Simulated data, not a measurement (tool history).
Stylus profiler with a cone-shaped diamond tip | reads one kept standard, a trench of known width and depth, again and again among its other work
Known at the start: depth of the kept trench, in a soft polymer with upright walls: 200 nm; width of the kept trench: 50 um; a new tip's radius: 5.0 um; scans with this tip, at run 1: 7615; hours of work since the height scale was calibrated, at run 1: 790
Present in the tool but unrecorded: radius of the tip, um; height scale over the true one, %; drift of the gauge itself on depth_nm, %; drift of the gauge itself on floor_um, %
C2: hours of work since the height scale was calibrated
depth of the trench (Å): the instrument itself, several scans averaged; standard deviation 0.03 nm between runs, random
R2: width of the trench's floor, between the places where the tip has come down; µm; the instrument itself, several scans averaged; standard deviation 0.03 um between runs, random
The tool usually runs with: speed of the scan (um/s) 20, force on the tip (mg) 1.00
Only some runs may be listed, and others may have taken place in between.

Run 1, hour 0.0: usual settings; scans with this tip 7615; C2 790. Result: depth of the trench (Å) 2021.4, R2 45.20 µm.
Run 2, hour 78.2: usual settings; scans with this tip 8128; C2 843. Result: depth of the trench (Å) 2021.2, R2 45.10 µm.
Run 3, hour 132.3: usual settings; scans with this tip 8484; C2 880. Result: depth of the trench (Å) 2021.2, R2 45.10 µm.
Run 4, hour 184.0: usual settings but speed of the scan (um/s) 7; scans with this tip 8823; C2 915. Result: depth of the trench (Å) 2021.5, R2 45.08 µm.
Run 5, hour 247.3: usual settings but speed of the scan (um/s) 7; scans with this tip 9239; C2 958. Result: depth of the trench (Å) 2022.2, R2 45.08 µm.
Run 6, hour 316.6: usual settings but speed of the scan (um/s) 22; scans with this tip 9694; C2 1005. Result: depth of the trench (Å) 2021.8, R2 44.91 µm.
Run 7, hour 355.9: usual settings but force on the tip (mg) 2.84; scans with this tip 9951; C2 1032. Result: depth of the trench (Å) 2040.5, R2 44.93 µm.
Run 8, hour 401.0: usual settings but force on the tip (mg) 2.08; scans with this tip 10247; C2 1062. Result: depth of the trench (Å) 2034.0, R2 44.87 µm.
Run 9, hour 450.4: usual settings but force on the tip (mg) 2.08; scans with this tip 10572; C2 1096. Result: depth of the trench (Å) 2034.0, R2 44.78 µm.
Run 10, hour 490.8: usual settings but force on the tip (mg) 2.08; scans with this tip 10837; C2 1124. Result: depth of the trench (Å) 2033.8, R2 44.73 µm.
At hour 545.9: height scale calibrated on a step standard.
Run 11, hour 547.0: usual settings; scans with this tip 11202; C2 1. Result: depth of the trench (Å) 2025.9, R2 44.59 µm.
Run 12, hour 584.5: usual settings; scans with this tip 11449; C2 26. Result: depth of the trench (Å) 2026.3, R2 44.63 µm.
At hour 621.3: new tip fitted, height scale calibrated.
Run 13, hour 648.5: usual settings; scans with this tip 179; C2 19. Result: depth of the trench (Å) 2016.8, R2 46.95 µm.
Run 14, hour 715.9: usual settings; scans with this tip 621; C2 64. Result: depth of the trench (Å) 2017.7, R2 46.87 µm.
Run 15, hour 800.4: usual settings; scans with this tip 1176; C2 122. Result: depth of the trench (Å) 2017.6, R2 46.68 µm.
Run 16, hour 841.8: usual settings but force on the tip (mg) 0.48; scans with this tip 1448; C2 150. Result: depth of the trench (Å) 2010.7, R2 46.52 µm.
At hour 851.7: height scale calibrated on a step standard, once more.
Run 17, hour 887.3: usual settings but force on the tip (mg) 0.48; scans with this tip 1743; C2 24. Result: depth of the trench (Å) 2010.0, R2 46.40 µm.
Run 18, hour 952.2: usual settings but force on the tip (mg) 0.48; scans with this tip 2169; C2 68. Result: depth of the trench (Å) 2010.7, R2 46.33 µm.
Run 19, hour 993.1: usual settings but force on the tip (mg) 1.55; scans with this tip 2437; C2 96. Result: depth of the trench (Å) 2023.6, R2 46.42 µm.
Run 20, hour 1065.3: usual settings but force on the tip (mg) 1.55; scans with this tip 2912; C2 145. Result: depth of the trench (Å) 2023.3, R2 46.25 µm.
Run 21, hour 1112.5: usual settings but speed of the scan (um/s) 7; scans with this tip 3221; C2 177. Result: depth of the trench (Å) 2017.8, R2 46.25 µm.
Run 22, hour 1191.6: usual settings; scans with this tip 3741; C2 231. Result: depth of the trench (Å) 2017.5, R2 46.08 µm.
Run 23, hour 1238.2: usual settings but force on the tip (mg) 0.92; scans with this tip 4046; C2 263. Result: depth of the trench (Å) 2017.2, R2 45.98 µm.
Run 24, hour 1278.8: usual settings but speed of the scan (um/s) 21, force on the tip (mg) 0.80; scans with this tip 4313; C2 291. Result: depth of the trench (Å) 2015.7, R2 45.88 µm.
Run 25, hour 1332.6: usual settings but speed of the scan (um/s) 18, force on the tip (mg) 0.72; scans with this tip 4666; C2 327. Result: depth of the trench (Å) 2014.8, R2 45.85 µm.
Run 26, hour 1411.2: usual settings but speed of the scan (um/s) 18, force on the tip (mg) 0.72; scans with this tip 5182; C2 381. Result: depth of the trench (Å) 2015.1, R2 45.69 µm.
Run 27, hour 1469.0: usual settings but speed of the scan (um/s) 12, force on the tip (mg) 1.71; scans with this tip 5562; C2 420. Result: depth of the trench (Å) 2026.2, R2 45.75 µm.
Run 28, hour 1505.9: usual settings but speed of the scan (um/s) 7, force on the tip (mg) 1.71; scans with this tip 5804; C2 445. Result: depth of the trench (Å) 2026.4, R2 45.75 µm.
Run 29, hour 1557.6: usual settings but speed of the scan (um/s) 7, force on the tip (mg) 1.71; scans with this tip 6143; C2 480. Result: depth of the trench (Å) 2026.7, R2 45.69 µm.
Run 30, hour 1626.0: usual settings but speed of the scan (um/s) 16; scans with this tip 6592; C2 527. Result: depth of the trench (Å) 2019.5, R2 45.48 µm.
Run 31, hour 1688.5: usual settings but speed of the scan (um/s) 5, force on the tip (mg) 0.96; scans with this tip 7002; C2 570. Result: depth of the trench (Å) 2019.0, R2 45.47 µm.
Run 32, hour 1766.7: usual settings but speed of the scan (um/s) 5, force on the tip (mg) 0.96; scans with this tip 7516; C2 623. Result: depth of the trench (Å) 2019.3, R2 45.42 µm.
Run 33, hour 1805.1: usual settings but speed of the scan (um/s) 27, force on the tip (mg) 2.15; scans with this tip 7768; C2 649. Result: depth of the trench (Å) 2031.4, R2 45.27 µm.
Run 34, hour 1863.6: usual settings but speed of the scan (um/s) 17, force on the tip (mg) 1.02; scans with this tip 8152; C2 689. Result: depth of the trench (Å) 2020.7, R2 45.18 µm.
Run 35, hour 1924.1: usual settings but speed of the scan (um/s) 17, force on the tip (mg) 1.02; scans with this tip 8549; C2 730. Result: depth of the trench (Å) 2020.5, R2 45.14 µm.
Run 36, hour 1997.4: usual settings but speed of the scan (um/s) 53, force on the tip (mg) 2.07; scans with this tip 9030; C2 780. Result: depth of the trench (Å) 2031.2, R2 44.83 µm.
Run 37, hour 2045.4: usual settings but speed of the scan (um/s) 53, force on the tip (mg) 2.07; scans with this tip 9345; C2 812. Result: depth of the trench (Å) 2032.1, R2 44.73 µm.
Run 38, hour 2089.0: usual settings but speed of the scan (um/s) 7, force on the tip (mg) 2.74; scans with this tip 9632; C2 842. Result: depth of the trench (Å) 2037.7, R2 45.04 µm.
Run 39, hour 2141.6: usual settings but speed of the scan (um/s) 16, force on the tip (mg) 0.54; scans with this tip 9977; C2 878. Result: depth of the trench (Å) 2014.6, R2 44.84 µm.
Run 40, hour 2180.8: usual settings but speed of the scan (um/s) 21, force on the tip (mg) 1.96; scans with this tip 10234; C2 905. Result: depth of the trench (Å) 2030.8, R2 44.87 µm.
Run 41, hour 2233.0: usual settings but speed of the scan (um/s) 8, force on the tip (mg) 0.50; scans with this tip 10577; C2 940. Result: depth of the trench (Å) 2014.6, R2 44.77 µm.
Run 42, hour 2310.4: usual settings but speed of the scan (um/s) 10, force on the tip (mg) 0.83; scans with this tip 11084; C2 993. Result: depth of the trench (Å) 2018.8, R2 44.80 µm.
Run 43, hour 2375.3: usual settings but speed of the scan (um/s) 10, force on the tip (mg) 0.83; scans with this tip 11511; C2 1037. Result: depth of the trench (Å) 2020.0, R2 44.66 µm.
At hour 2404.9: new tip fitted, height scale calibrated.
Run 44, hour 2422.3: usual settings but speed of the scan (um/s) 10, force on the tip (mg) 0.83; scans with this tip 114; C2 12. Result: depth of the trench (Å) 2015.7, R2 47.04 µm.
Run 45, hour 2489.1: usual settings but speed of the scan (um/s) 15, force on the tip (mg) 2.44; scans with this tip 553; C2 57. Result: depth of the trench (Å) 2032.5, R2 46.99 µm.

Below are 4 alternative next runs, each starting from the tool's condition after run 45. Predict each:
Run A, hour 2535.7: usual settings but speed of the scan (um/s) 9, force on the tip (mg) 0.70; scans with this tip 859; C2 89. Result: depth of the trench (Å) ?, R2 ?.
Run B, hour 2535.7: usual settings but speed of the scan (um/s) 19, force on the tip (mg) 1.54; scans with this tip 859; C2 89. Result: depth of the trench (Å) ?, R2 ?.
Run C, hour 2535.7: usual settings but speed of the scan (um/s) 23; scans with this tip 859; C2 89. Result: depth of the trench (Å) ?, R2 ?.
Run D, hour 2535.7: usual settings but speed of the scan (um/s) 12, force on the tip (mg) 2.73; scans with this tip 859; C2 89. Result: depth of the trench (Å) ?, R2 ?.

run  depth of the trench (Å)     R2
  A                   2014.9  46.89
  B                   2024.3  46.82
  C                   2018.7  46.85
  D                   2035.6  46.90
Without the tool's hidden state the same runs would have given:
run  depth of the trench (Å)     R2
  A                   2014.2  47.09
  B                   2023.6  47.03
  C                   2018.0  47.05
  D                   2034.9  47.10
